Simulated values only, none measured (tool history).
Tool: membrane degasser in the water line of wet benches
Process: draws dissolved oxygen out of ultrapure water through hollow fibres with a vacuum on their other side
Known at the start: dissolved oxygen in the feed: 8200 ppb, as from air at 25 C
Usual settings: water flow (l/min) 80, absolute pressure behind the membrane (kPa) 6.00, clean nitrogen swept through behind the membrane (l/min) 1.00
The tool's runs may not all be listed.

| run | day | water flow (l/min) | absolute pressure behind the membrane (kPa) | clean nitrogen swept through behind the membrane (l/min) | dissolved oxygen in the water behind the degasser (ppb) | pressure that the water loses in the fibres (kPa) |
|---|---|---|---|---|---|---|
| 1 | 0.000 | 80 | 6.00 | 1.00 | 421.5 | 40.38 |
| 2 | 3.792 | 80 | 6.00 | 1.00 | 424.9 | 40.84 |
| 3 | 7.862 | 55 | 6.00 | 1.00 | 293.0 | 28.20 |
| 4 | 11.325 | 55 | 6.00 | 0.43 | 490.5 | 27.79 |
| 5 | 14.246 | 80 | 6.00 | 1.00 | 418.2 | 40.70 |
| 6 | 16.975 | 117 | 6.00 | 1.00 | 682.1 | 58.88 |
| 7 | 19.283 | 117 | 6.00 | 1.00 | 675.5 | 59.05 |
| 8 | 24.058 | 80 | 6.00 | 1.00 | 416.9 | 40.92 |
| 9 | 28.142 | 80 | 6.00 | 1.00 | 429.4 | 40.70 |
| 10 | 31.808 | 80 | 6.00 | 2.27 | 263.0 | 40.60 |
| 11 | 33.883 | 80 | 6.00 | 2.27 | 265.6 | 40.55 |
| 12 | 36.979 | 80 | 6.00 | 2.52 | 246.0 | 40.93 |
|  | 37.771 | vacuum gauge calibrated |
| 13 | 41.321 | 80 | 6.00 | 1.00 | 417.7 | 40.15 |
| 14 | 46.088 | 80 | 13.58 | 1.00 | 1273.2 | 40.46 |
| 15 | 48.083 | 80 | 13.58 | 1.00 | 1275.9 | 40.58 |
| 16 | 50.896 | 77 | 13.58 | 1.00 | 1253.7 | 39.10 |
| 17 | 55.533 | 77 | 13.58 | 1.00 | 1234.0 | 39.03 |
| 18 | 57.588 | 55 | 9.77 | 1.18 | 569.3 | 28.18 |
| 19 | 59.700 | 67 | 4.61 | 1.00 | 193.9 | 33.97 |
| 20 | 63.821 | 67 | 4.61 | 1.00 | 196.6 | 33.96 |
| 21 | 68.262 | 59 | 8.57 | 0.65 | 750.1 | 30.33 |
| 22 | 72.912 | 59 | 8.57 | 0.65 | 729.5 | 29.60 |
| 23 | 77.638 | 82 | 6.00 | 1.88 | 300.1 | 41.47 |
| 24 | 81.629 | 82 | 6.00 | 1.88 | 304.5 | 41.16 |
| 25 | 84.908 | 87 | 6.00 | 0.51 | 639.3 | 44.32 |
| 26 | 89.433 | 57 | 4.42 | 1.19 | 125.9 | 28.70 |
| 27 | 91.579 | 57 | 4.13 | 1.94 | 71.9 | 29.13 |
| 28 | 95.592 | 57 | 4.13 | 1.94 | 71.7 | 28.97 |
| 29 | 98.225 | 80 | 6.00 | 0.64 | 531.6 | 40.40 |
| 30 | 101.904 | 80 | 10.51 | 0.84 | 1062.4 | 40.56 |
| 31 | 105.038 | 105 | 9.33 | 1.06 | 1034.8 | 52.95 |
| 32 | 107.288 | 58 | 6.00 | 1.00 | 304.6 | 29.31 |

3 ways to go on from here, each from the tool as it stands after run 32. What would each give?
| A | 111.258 | 58 | 12.56 | 2.41 | ? | ? |
| B | 111.258 | 80 | 5.64 | 1.00 | ? | ? |
| C | 111.258 | 75 | 11.74 | 1.36 | ? | ? |

| run | dissolved oxygen in the water behind the degasser (ppb) | pressure that the water loses in the fibres (kPa) |
|---|---|---|
| A | 479.4 | 29.53 |
| B | 376.8 | 40.97 |
| C | 860.3 | 37.77 |
Without the tool's hidden state the same runs would have given:
| run | dissolved oxygen in the water behind the degasser (ppb) | pressure that the water loses in the fibres (kPa) |
|---|---|---|
| A | 479.3 | 29.52 |
| B | 376.6 | 40.96 |
| C | 860.2 | 37.77 |

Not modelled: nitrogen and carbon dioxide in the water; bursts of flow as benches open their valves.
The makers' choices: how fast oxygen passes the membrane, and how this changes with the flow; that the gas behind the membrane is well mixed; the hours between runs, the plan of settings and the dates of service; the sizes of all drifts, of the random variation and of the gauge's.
